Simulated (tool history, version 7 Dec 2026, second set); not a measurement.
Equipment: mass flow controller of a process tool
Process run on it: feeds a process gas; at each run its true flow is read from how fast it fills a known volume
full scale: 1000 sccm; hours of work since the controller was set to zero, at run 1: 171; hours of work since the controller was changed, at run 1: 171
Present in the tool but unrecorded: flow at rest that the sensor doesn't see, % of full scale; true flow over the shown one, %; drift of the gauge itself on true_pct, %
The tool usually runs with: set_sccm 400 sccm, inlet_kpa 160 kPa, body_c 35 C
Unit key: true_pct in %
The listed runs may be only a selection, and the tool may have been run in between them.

| run | hour | set_sccm | inlet_kpa | body_c | hours of work since the controller was set to zero | hours of work since the controller was changed | true_pct |
|---|---|---|---|---|---|---|---|
| 1 | 0.0 | 400 | 160 | 35 | 171 | 171 | 97.32 |
| 2 | 65.6 | 400 | 160 | 35 | 196 | 196 | 97.25 |
| 3 | 152.5 | 400 | 160 | 32 | 231 | 231 | 97.48 |
| 4 | 221.7 | 400 | 160 | 24 | 258 | 258 | 98.09 |
| 5 | 300.1 | 400 | 160 | 35 | 289 | 289 | 96.89 |
| 6 | 384.6 | 400 | 160 | 35 | 322 | 322 | 96.85 |
| 7 | 473.2 | 400 | 160 | 35 | 357 | 357 | 96.86 |
| 8 | 545.3 | 400 | 160 | 35 | 385 | 385 | 96.75 |
| 9 | 642.1 | 400 | 160 | 35 | 423 | 423 | 96.73 |
| 10 | 752.3 | 400 | 160 | 35 | 466 | 466 | 96.52 |
| 11 | 872.2 | 400 | 160 | 35 | 513 | 513 | 96.39 |
| 12 | 926.9 | 400 | 160 | 35 | 535 | 535 | 96.54 |
| 13 | 995.4 | 400 | 160 | 35 | 562 | 562 | 96.48 |
| 14 | 1085.8 | 400 | 160 | 35 | 597 | 597 | 96.14 |
| 15 | 1168.4 | 400 | 160 | 35 | 629 | 629 | 96.25 |
| 16 | 1234.7 | 244 | 160 | 35 | 655 | 655 | 95.82 |
| 17 | 1316.7 | 400 | 160 | 35 | 688 | 688 | 96.10 |
| 18 | 1380.8 | 400 | 229 | 35 | 713 | 713 | 96.24 |
| 19 | 1485.8 | 400 | 229 | 35 | 754 | 754 | 96.20 |
| 20 | 1595.8 | 400 | 160 | 35 | 797 | 797 | 95.86 |
| 21 | 1665.5 | 400 | 144 | 35 | 825 | 825 | 95.86 |
| 22 | 1723.2 | 400 | 144 | 35 | 847 | 847 | 95.69 |
| 23 | 1772.9 | 400 | 144 | 35 | 867 | 867 | 95.64 |
| 24 | 1878.2 | 400 | 144 | 35 | 908 | 908 | 95.52 |

Expected results for the next run?
| 25 | 1964.5 | 400 | 250 | 35 | 942 | 942 | ? |

true_pct: 95.78 %
If the tool had no hidden condition, the same run with the same run-to-run variation would have returned true_pct 97.52 %.

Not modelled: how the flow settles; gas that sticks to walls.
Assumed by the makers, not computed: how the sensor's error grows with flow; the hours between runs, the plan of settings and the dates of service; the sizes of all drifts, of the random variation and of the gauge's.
